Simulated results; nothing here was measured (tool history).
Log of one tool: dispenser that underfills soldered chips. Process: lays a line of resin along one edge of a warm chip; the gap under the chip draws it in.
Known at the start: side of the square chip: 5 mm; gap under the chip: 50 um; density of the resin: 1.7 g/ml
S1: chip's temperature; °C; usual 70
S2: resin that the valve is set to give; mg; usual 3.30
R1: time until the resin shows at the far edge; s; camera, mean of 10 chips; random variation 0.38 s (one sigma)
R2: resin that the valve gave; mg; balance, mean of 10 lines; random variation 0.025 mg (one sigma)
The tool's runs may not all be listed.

| run | hour | S1 | S2 | R1 | R2 |
|---|---|---|---|---|---|
| 1 | 0.0 | 70 | 3.30 | 23.5 | 3.25 |
|  | 6.8 | new syringe of resin |
| 2 | 7.8 | 70 | 3.30 | 23.0 | 3.29 |
|  | 16.7 | new syringe of resin |
| 3 | 22.8 | 64 | 3.30 | 31.0 | 3.25 |
|  | 27.3 | new syringe of resin |
| 4 | 31.4 | 70 | 3.30 | 24.0 | 3.21 |
|  | 37.3 | new syringe of resin |
| 5 | 46.2 | 70 | 3.30 | 27.2 | 3.27 |
|  | 47.8 | new syringe of resin |
|  | 58.3 | new syringe of resin |
| 6 | 58.3 | 70 | 3.30 | 21.5 | 3.20 |
|  | 65.0 | stage's temperature calibrated |
|  | 69.9 | new syringe of resin |
| 7 | 75.4 | 70 | 3.30 | 26.8 | 3.17 |
|  | 80.1 | new syringe of resin |
| 8 | 84.2 | 56 | 3.30 | 41.3 | 3.18 |
|  | 90.2 | new syringe of resin |
| 9 | 95.9 | 56 | 3.30 | 42.1 | 3.13 |
|  | 99.8 | new syringe of resin |
| 10 | 105.0 | 56 | 3.30 | 42.6 | 3.13 |
|  | 110.1 | new syringe of resin |
| 11 | 119.1 | 56 | 3.30 | 45.0 | 3.11 |
|  | 120.6 | new syringe of resin |
|  | 130.7 | new syringe of resin |
| 12 | 134.6 | 56 | 3.30 | 41.3 | 3.07 |
|  | 140.7 | new syringe of resin |
| 13 | 149.9 | 56 | 2.80 | 49.0 | 2.57 |
|  | 151.0 | new syringe of resin |
|  | 162.0 | new syringe of resin |
| 14 | 163.3 | 56 | 2.80 | 40.4 | 2.58 |
|  | 172.2 | new syringe of resin |
| 15 | 172.5 | 56 | 2.80 | 38.6 | 2.59 |
|  | 182.8 | new syringe of resin |
| 16 | 188.5 | 61 | 4.12 | 34.7 | 3.68 |
|  | 192.6 | new syringe of resin |
| 17 | 197.9 | 80 | 4.02 | 19.4 | 3.64 |
|  | 202.9 | new syringe of resin |
|  | 207.5 | dispensing valve cleaned and set on the balance |
| 18 | 208.4 | 80 | 4.02 | 18.8 | 4.06 |

Forecast run 19:
|  | 214.5 | new syringe of resin |
| 19 | 220.8 | 80 | 4.02 | ? | ? |

Run 19 gave R1 18.8 s, R2 3.98 mg.
Without the tool's hidden state the same run would have given R1 16.4 s, R2 4.00 mg.
